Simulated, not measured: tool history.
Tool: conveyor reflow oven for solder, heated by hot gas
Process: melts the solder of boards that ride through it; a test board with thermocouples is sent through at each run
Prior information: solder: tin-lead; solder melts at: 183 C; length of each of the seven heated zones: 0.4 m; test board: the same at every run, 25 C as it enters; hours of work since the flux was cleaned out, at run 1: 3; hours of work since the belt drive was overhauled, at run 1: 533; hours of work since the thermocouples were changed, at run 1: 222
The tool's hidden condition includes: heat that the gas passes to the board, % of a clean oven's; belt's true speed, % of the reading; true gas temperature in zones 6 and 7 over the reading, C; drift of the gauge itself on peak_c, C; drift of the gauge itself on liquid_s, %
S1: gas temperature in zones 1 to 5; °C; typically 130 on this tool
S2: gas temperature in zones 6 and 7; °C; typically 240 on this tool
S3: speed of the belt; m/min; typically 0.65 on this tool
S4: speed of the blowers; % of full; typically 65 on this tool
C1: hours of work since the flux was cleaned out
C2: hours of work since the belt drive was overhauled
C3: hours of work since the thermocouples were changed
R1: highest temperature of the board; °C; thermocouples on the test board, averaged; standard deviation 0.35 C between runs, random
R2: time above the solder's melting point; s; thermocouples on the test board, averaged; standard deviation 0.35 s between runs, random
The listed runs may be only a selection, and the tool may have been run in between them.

| run | hour | S1 | S2 | S3 | S4 | C1 | C2 | C3 | R1 | R2 |
|---|---|---|---|---|---|---|---|---|---|---|
| 1 | 0 | 130 | 240 | 0.65 | 65 | 3 | 533 | 222 | 212.8 | 48.7 |
| 2 | 13.7 | 130 | 240 | 0.65 | 65 | 13 | 543 | 231 | 212.8 | 48.5 |
| 3 | 26.5 | 130 | 240 | 0.65 | 65 | 22 | 552 | 240 | 213.4 | 47.9 |
| 4 | 46 | 130 | 240 | 0.65 | 65 | 36 | 566 | 254 | 212.5 | 47.8 |
| 5 | 66.5 | 130 | 240 | 0.65 | 65 | 51 | 581 | 269 | 213.5 | 48.4 |
| 6 | 82.2 | 130 | 240 | 0.65 | 65 | 62 | 592 | 280 | 212.9 | 48 |
| 7 | 102.9 | 130 | 240 | 0.65 | 65 | 77 | 607 | 295 | 212.7 | 48.3 |
| 8 | 124.1 | 130 | 240 | 0.65 | 65 | 92 | 622 | 310 | 211.7 | 48.2 |
| 9 | 140.9 | 130 | 252 | 0.65 | 65 | 104 | 634 | 322 | 222 | 55.9 |
| 10 | 151.5 | 143 | 241 | 0.761 | 80 | 111 | 641 | 330 | 215 | 46.5 |
| 11 | 171.5 | 135 | 241 | 0.761 | 59 | 126 | 656 | 344 | 204.2 | 34.3 |
| 12 | 192.5 | 142 | 238 | 0.674 | 78 | 141 | 671 | 359 | 216 | 53.7 |
| 13 | 211.4 | 139 | 244 | 0.649 | 61 | 154 | 684 | 372 | 216.2 | 53.2 |
| 14 | 229.2 | 127 | 240 | 0.65 | 65 | 167 | 697 | 385 | 210.9 | 45.8 |
| 15 | 244.5 | 134 | 240 | 0.65 | 66 | 178 | 708 | 396 | 213.2 | 49.9 |
| 16 | 259.3 | 130 | 252 | 0.578 | 75 | 188 | 718 | 407 | 230.4 | 69 |
| 17 | 268.5 | 130 | 252 | 0.578 | 75 | 195 | 725 | 413 | 229.7 | 68.7 |
| 18 | 288.6 | 130 | 252 | 0.578 | 75 | 209 | 739 | 427 | 229.4 | 68.7 |

4 options for the next run, each taken on its own from the tool as it stands now. Forecast them:
| A | 306.1 | 129 | 246 | 0.65 | 66 | 222 | 752 | 440 | ? | ? |
| B | 306.1 | 130 | 252 | 0.703 | 83 | 222 | 752 | 440 | ? | ? |
| C | 306.1 | 130 | 245 | 0.578 | 75 | 222 | 752 | 440 | ? | ? |
| D | 306.1 | 117 | 234 | 0.693 | 65 | 222 | 752 | 440 | ? | ? |

| run | R1 | R2 |
|---|---|---|
| A | 216.1 | 51.4 |
| B | 223.9 | 53.2 |
| C | 223.2 | 65.3 |
| D | 201.1 | 29.4 |
Without the tool's hidden state the same runs would have given:
| run | R1 | R2 |
|---|---|---|
| A | 218 | 52.1 |
| B | 226.1 | 53.6 |
| C | 225.3 | 65.7 |
| D | 203 | 31.1 |
